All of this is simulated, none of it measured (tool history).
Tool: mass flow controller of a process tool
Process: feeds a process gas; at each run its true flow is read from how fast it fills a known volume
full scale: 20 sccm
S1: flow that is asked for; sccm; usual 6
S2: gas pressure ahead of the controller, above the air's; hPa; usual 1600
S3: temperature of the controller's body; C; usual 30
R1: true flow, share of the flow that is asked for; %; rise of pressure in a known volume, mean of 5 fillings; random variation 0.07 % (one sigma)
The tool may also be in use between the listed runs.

run,hour,S1,S2,S3,R1
1,0,6,1600,30,96
2,107.6,6,1600,30,96.13
3,252.7,6,1600,25,96.33
4,358.7,9,1600,30,96.52
5,544.5,6,1600,30,95.8
6,733.8,6,1600,30,95.83
7,843.5,5,1600,30,95.48
8,941.4,5,1600,30,95.42
9,1025.5,20,2390,23,98.13
10,1197.9,5,1600,30,95.3
11,1290.8,5,1600,30,95.27
12,1389.3,5,1600,30,95.13
13,1477.6,5,1600,30,95.2
14,1606.1,4,1720,30,94.56
15,1704.3,4,1720,30,94.42

3 ways to go on from here, each from the tool as it stands after run 15. What would each give?
A,1799.2,3,1570,27,?
B,1799.2,4,1580,40,?
C,1799.2,16,1740,38,?

run,R1
A,93.72
B,93.71
C,96.53
Without the tool's hidden state the same runs would have given:
run,R1
A,98.86
B,98.03
C,98.99
